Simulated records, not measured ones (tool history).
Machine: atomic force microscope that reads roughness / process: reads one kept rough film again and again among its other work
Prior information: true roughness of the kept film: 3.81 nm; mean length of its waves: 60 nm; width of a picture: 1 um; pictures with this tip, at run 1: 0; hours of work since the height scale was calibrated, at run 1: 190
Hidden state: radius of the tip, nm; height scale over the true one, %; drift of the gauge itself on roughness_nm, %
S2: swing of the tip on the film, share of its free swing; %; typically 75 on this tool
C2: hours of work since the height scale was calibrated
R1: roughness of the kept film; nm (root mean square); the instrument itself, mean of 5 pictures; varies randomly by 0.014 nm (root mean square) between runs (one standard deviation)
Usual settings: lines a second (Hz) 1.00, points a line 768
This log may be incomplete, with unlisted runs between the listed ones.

{"run": 1, "hour": 0.0, "lines a second (Hz)": 1.0, "S2": 75, "points a line": 768, "pictures with this tip": 0, "C2": 190, "R1": 3.351}
{"run": 2, "hour": 10.0, "lines a second (Hz)": 1.0, "S2": 75, "points a line": 768, "pictures with this tip": 12, "C2": 195, "R1": 3.357}
{"run": 3, "hour": 21.6, "lines a second (Hz)": 0.8, "S2": 75, "points a line": 768, "pictures with this tip": 26, "C2": 202, "R1": 3.396}
{"run": 4, "hour": 27.8, "lines a second (Hz)": 0.8, "S2": 75, "points a line": 768, "pictures with this tip": 34, "C2": 205, "R1": 3.38}
{"run": 5, "hour": 38.0, "lines a second (Hz)": 1.0, "S2": 75, "points a line": 768, "pictures with this tip": 47, "C2": 211, "R1": 3.296}
{"run": 6, "hour": 46.4, "lines a second (Hz)": 1.0, "S2": 75, "points a line": 768, "pictures with this tip": 57, "C2": 215, "R1": 3.27}
{"run": 7, "hour": 57.8, "lines a second (Hz)": 1.0, "S2": 74, "points a line": 768, "pictures with this tip": 71, "C2": 222, "R1": 3.29}
{"run": 8, "hour": 63.5, "lines a second (Hz)": 1.0, "S2": 74, "points a line": 768, "pictures with this tip": 78, "C2": 225, "R1": 3.284}
{"run": 9, "hour": 69.4, "lines a second (Hz)": 1.0, "S2": 74, "points a line": 768, "pictures with this tip": 86, "C2": 228, "R1": 3.274}
{"run": 10, "hour": 76.6, "lines a second (Hz)": 1.0, "S2": 80, "points a line": 510, "pictures with this tip": 95, "C2": 232, "R1": 3.166}
{"run": 11, "hour": 82.0, "lines a second (Hz)": 0.83, "S2": 75, "points a line": 363, "pictures with this tip": 101, "C2": 235, "R1": 3.271}
{"run": 12, "hour": 91.3, "lines a second (Hz)": 1.0, "S2": 69, "points a line": 768, "pictures with this tip": 113, "C2": 240, "R1": 3.299}
{"run": 13, "hour": 97.5, "lines a second (Hz)": 0.83, "S2": 75, "points a line": 263, "pictures with this tip": 120, "C2": 244, "R1": 3.245}
{"run": 14, "hour": 104.4, "lines a second (Hz)": 1.7, "S2": 75, "points a line": 408, "pictures with this tip": 129, "C2": 247, "R1": 3.056}
{"run": 15, "hour": 115.5, "lines a second (Hz)": 0.74, "S2": 85, "points a line": 697, "pictures with this tip": 143, "C2": 253, "R1": 3.173}
{"run": 16, "hour": 126.0, "lines a second (Hz)": 0.74, "S2": 85, "points a line": 697, "pictures with this tip": 156, "C2": 259, "R1": 3.121}
{"run": 17, "hour": 132.9, "lines a second (Hz)": 0.8, "S2": 62, "points a line": 315, "pictures with this tip": 164, "C2": 263, "R1": 3.33}

Each row is a separate what-if for the run after 17, all from the same tool condition, not one after another. Results?
{"run": "A", "hour": 146.1, "lines a second (Hz)": 0.93, "S2": 62, "points a line": 793, "pictures with this tip": 181, "C2": 270, "R1": "?"}
{"run": "B", "hour": 146.1, "lines a second (Hz)": 0.8, "S2": 61, "points a line": 315, "pictures with this tip": 181, "C2": 270, "R1": "?"}
{"run": "C", "hour": 146.1, "lines a second (Hz)": 3.7, "S2": 66, "points a line": 446, "pictures with this tip": 181, "C2": 270, "R1": "?"}

run=A R1=3.310
run=B R1=3.315
run=C R1=2.880
Stripped of hidden state, with their random variation kept, the same runs would have yielded:
run=A R1=3.538
run=B R1=3.544
run=C R1=3.079
